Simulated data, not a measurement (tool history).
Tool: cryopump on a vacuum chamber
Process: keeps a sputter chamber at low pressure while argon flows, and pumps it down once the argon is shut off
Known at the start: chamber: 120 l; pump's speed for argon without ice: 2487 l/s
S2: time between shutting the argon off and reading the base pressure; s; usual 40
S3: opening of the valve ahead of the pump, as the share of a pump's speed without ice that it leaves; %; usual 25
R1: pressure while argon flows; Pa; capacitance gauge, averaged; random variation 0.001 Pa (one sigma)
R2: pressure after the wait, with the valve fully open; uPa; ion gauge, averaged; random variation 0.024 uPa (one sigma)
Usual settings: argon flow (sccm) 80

Run 1, hour 0: usual settings. Result: R1 0.2283 Pa, R2 1.4 uPa.
Run 2, hour 26.3: usual settings but S3 36 %. Result: R1 0.1623 Pa, R2 1.48 uPa.
Run 3, hour 62.5: usual settings but S3 36 %. Result: R1 0.1636 Pa, R2 1.49 uPa.
Run 4, hour 95.5: usual settings but S3 36 %. Result: R1 0.1657 Pa, R2 1.49 uPa.
Run 5, hour 125.5: usual settings but argon flow (sccm) 39, S3 36 %. Result: R1 0.0814 Pa, R2 1.5 uPa.
Run 6, hour 156.3: usual settings but argon flow (sccm) 39, S3 36 %. Result: R1 0.0819 Pa, R2 1.6 uPa.
Run 7, hour 192.7: usual settings but argon flow (sccm) 39, S3 36 %. Result: R1 0.082 Pa, R2 1.54 uPa.
Run 8, hour 234.2: usual settings but argon flow (sccm) 39, S3 36 %. Result: R1 0.0831 Pa, R2 1.6 uPa.
Run 9, hour 275.7: usual settings but argon flow (sccm) 40, S3 36 %. Result: R1 0.085 Pa, R2 1.61 uPa.
Run 10, hour 297.9: usual settings but argon flow (sccm) 33, S2 48 s, S3 19 %. Result: R1 0.1271 Pa, R2 1.52 uPa.
At hour 324.8: pump warmed up, emptied and cooled again.
Run 11, hour 341.5: usual settings but argon flow (sccm) 131, S2 27 s, S3 18 %. Result: R1 0.4987 Pa, R2 1.84 uPa.
Run 12, hour 387.2: usual settings but argon flow (sccm) 131, S2 27 s, S3 18 %. Result: R1 0.5016 Pa, R2 1.81 uPa.
Run 13, hour 427.6: usual settings but argon flow (sccm) 141. Result: R1 0.3905 Pa, R2 1.44 uPa.
Run 14, hour 459.4: usual settings but argon flow (sccm) 120, S2 65 s. Result: R1 0.3333 Pa, R2 1.18 uPa.
Run 15, hour 505.8: usual settings but argon flow (sccm) 152, S3 18 %. Result: R1 0.5896 Pa, R2 1.5 uPa.

Forecast each of these 3 alternatives for the next run:
Run A, hour 551: usual settings but argon flow (sccm) 40, S2 150 s, S3 33 %. Result: R1 ?, R2 ?.
Run B, hour 551: usual settings but argon flow (sccm) 67, S2 255 s. Result: R1 ?, R2 ?.
Run C, hour 551: usual settings but argon flow (sccm) 130, S2 186 s, S3 31 %. Result: R1 ?, R2 ?.

run      R1    R2
  A  0.0863  0.95
  B   0.187  0.88
  C   0.297  0.92
Without the tool's hidden state the same runs would have given:
run      R1    R2
  A  0.0829  0.32
  B  0.1812  0.24
  C  0.2857  0.29
